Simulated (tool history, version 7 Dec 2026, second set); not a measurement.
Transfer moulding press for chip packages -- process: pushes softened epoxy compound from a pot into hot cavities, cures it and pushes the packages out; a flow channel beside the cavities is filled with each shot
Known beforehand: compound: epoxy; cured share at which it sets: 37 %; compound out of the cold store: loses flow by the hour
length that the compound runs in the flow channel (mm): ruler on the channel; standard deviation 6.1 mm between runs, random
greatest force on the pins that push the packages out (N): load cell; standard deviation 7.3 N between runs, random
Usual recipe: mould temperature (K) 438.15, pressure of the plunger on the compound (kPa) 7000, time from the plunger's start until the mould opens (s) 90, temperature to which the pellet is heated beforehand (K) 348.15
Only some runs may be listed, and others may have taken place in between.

run    hour  mould temperature (K)  pressure of the plunger on the compound (kPa)  time from the plunger's start until the mould opens (s)  temperature to which the pellet is heated beforehand (K)  incoming compound's hours out of the cold store  length that the compound runs in the flow channel (mm)  greatest force on the pins that push the packages out (N)
  1     0.0                 438.15                                           7000                                                       90                                                    348.15                                             22.3                                                     623                                                        455
       24.4  -- cavities cleaned with cleaning compound and waxed
       78.7  -- cavities cleaned with cleaning compound and waxed
  2    85.7                 438.15                                           7000                                                       90                                                    348.15                                             22.9                                                     615                                                        344
      116.0  -- plunger's sealing rings changed
      138.8  -- cavities cleaned with cleaning compound and waxed
  3   146.4                 430.15                                           7000                                                       90                                                    348.15                                             23.2                                                     732                                                        626
      183.5  -- cavities cleaned with cleaning compound and waxed, once more
  4   193.0                 430.15                                           7000                                                       90                                                    348.15                                             34.3                                                     691                                                        595
      236.5  -- cavities cleaned with cleaning compound and waxed
  5   268.4                 430.15                                           7000                                                       90                                                    348.15                                             11.7                                                     752                                                        812
      291.5  -- cavities cleaned with cleaning compound and waxed
  6   305.3                 430.15                                           7000                                                       90                                                    348.15                                             47.9                                                     664                                                        625
      348.3  -- cavities cleaned with cleaning compound and waxed
  7   353.9                 438.15                                           7840                                                       90                                                    348.15                                             43.7                                                     673                                                        319
  8   387.4                 438.15                                           7000                                                       90                                                    348.15                                             47.6                                                     612                                                        444
      403.7  -- cavities cleaned with cleaning compound and waxed
  9   447.8                 438.15                                           7000                                                       90                                                    348.15                                             38.5                                                     625                                                        443
      458.2  -- cavities cleaned with cleaning compound and waxed
      516.7  -- cavities cleaned with cleaning compound and waxed
 10   517.6                 438.15                                           7000                                                       90                                                    348.15                                             45.1                                                     610                                                        302
      573.9  -- cavities cleaned with cleaning compound and waxed
 11   594.4                 438.15                                           7000                                                       90                                                    348.15                                             39.4                                                     619                                                        398
      629.3  -- cavities cleaned with cleaning compound and waxed
 12   667.9                 438.15                                           7000                                                       90                                                    348.15                                             31.0                                                     626                                                        424
      686.1  -- cavities cleaned with cleaning compound and waxed
 13   736.9                 439.15                                           6720                                                       90                                                    348.15                                             13.8                                                     638                                                        459
      743.3  -- cavities cleaned with cleaning compound and waxed
      798.3  -- cavities cleaned with cleaning compound and waxed
 14   805.4                 439.15                                           6720                                                       90                                                    348.15                                             29.3                                                     597                                                        322
      854.8  -- cavities cleaned with cleaning compound and waxed
 15   887.2                 439.15                                           6720                                                       90                                                    348.15                                             23.9                                                     597                                                        397
      913.2  -- cavities cleaned with cleaning compound and waxed
      930.8  -- plunger's sealing rings changed
 16   940.2                 439.15                                           6940                                                      125                                                    348.15                                             14.3                                                     710                                                        371
      973.1  -- cavities cleaned with cleaning compound and waxed
 17   980.3                 439.15                                           8110                                                       77                                                    343.15                                             25.9                                                     734                                                        383
     1027.3  -- cavities cleaned with cleaning compound and waxed
 18  1059.5                 441.15                                           8110                                                       77                                                    352.15                                             39.0                                                     680                                                        433
     1085.9  -- cavities cleaned with cleaning compound and waxed
 19  1133.4                 444.15                                           5930                                                       82                                                    345.15                                             32.2                                                     586                                                        411
     1141.4  -- cavities cleaned with cleaning compound and waxed
     1149.7  -- mould's thermocouples calibrated
     1196.9  -- cavities cleaned with cleaning compound and waxed
 20  1211.4                 432.15                                           6570                                                       86                                                    345.15                                             47.5                                                     626                                                        638
     1252.1  -- cavities cleaned with cleaning compound and waxed
 21  1257.0                 432.15                                           6570                                                       86                                                    353.15                                             44.5                                                     619                                                        538
     1305.4  -- cavities cleaned with cleaning compound and waxed
 22  1306.0                 432.15                                           6570                                                       86                                                    353.15                                             37.1                                                     631                                                        508
     1358.7  -- cavities cleaned with cleaning compound and waxed
 23  1383.0                 444.15                                           7200                                                      103                                                    356.15                                             21.3                                                     638                                                        345
     1417.2  -- cavities cleaned with cleaning compound and waxed
 24  1462.5                 444.15                                           7200                                                      103                                                    356.15                                             40.4                                                     596                                                        393

Alternative continuations, all from the tool just after run 24; predict every row:
     1470.6  -- cavities cleaned with cleaning compound and waxed
  A  1515.8                 438.15                                           7090                                                       90                                                    358.15                                             12.9                                                       ?                                                          ?
     1470.6  -- cavities cleaned with cleaning compound and waxed
  B  1515.8                 432.15                                           7000                                                       90                                                    348.15                                             31.4                                                       ?                                                          ?
     1470.6  -- cavities cleaned with cleaning compound and waxed
  C  1515.8                 440.15                                           7200                                                      119                                                    356.15                                             24.3                                                       ?                                                          ?
     1470.6  -- cavities cleaned with cleaning compound and waxed
  D  1515.8                 444.15                                           7440                                                       85                                                    339.15                                             32.8                                                       ?                                                          ?
     1470.6  -- cavities cleaned with cleaning compound and waxed
  E  1515.8                 436.15                                           5670                                                       92                                                    356.15                                             19.6                                                       ?                                                          ?

run  length that the compound runs in the flow channel (mm)  greatest force on the pins that push the packages out (N)
  A                                                     669                                                        456
  B                                                     635                                                        700
  C                                                     629                                                        403
  D                                                     608                                                        396
  E                                                     586                                                        513
Stripped of hidden state, with their random variation kept, the same runs would have yielded:
run  length that the compound runs in the flow channel (mm)  greatest force on the pins that push the packages out (N)
  A                                                     733                                                        302
  B                                                     697                                                        471
  C                                                     690                                                        265
  D                                                     667                                                        259
  E                                                     642                                                        346

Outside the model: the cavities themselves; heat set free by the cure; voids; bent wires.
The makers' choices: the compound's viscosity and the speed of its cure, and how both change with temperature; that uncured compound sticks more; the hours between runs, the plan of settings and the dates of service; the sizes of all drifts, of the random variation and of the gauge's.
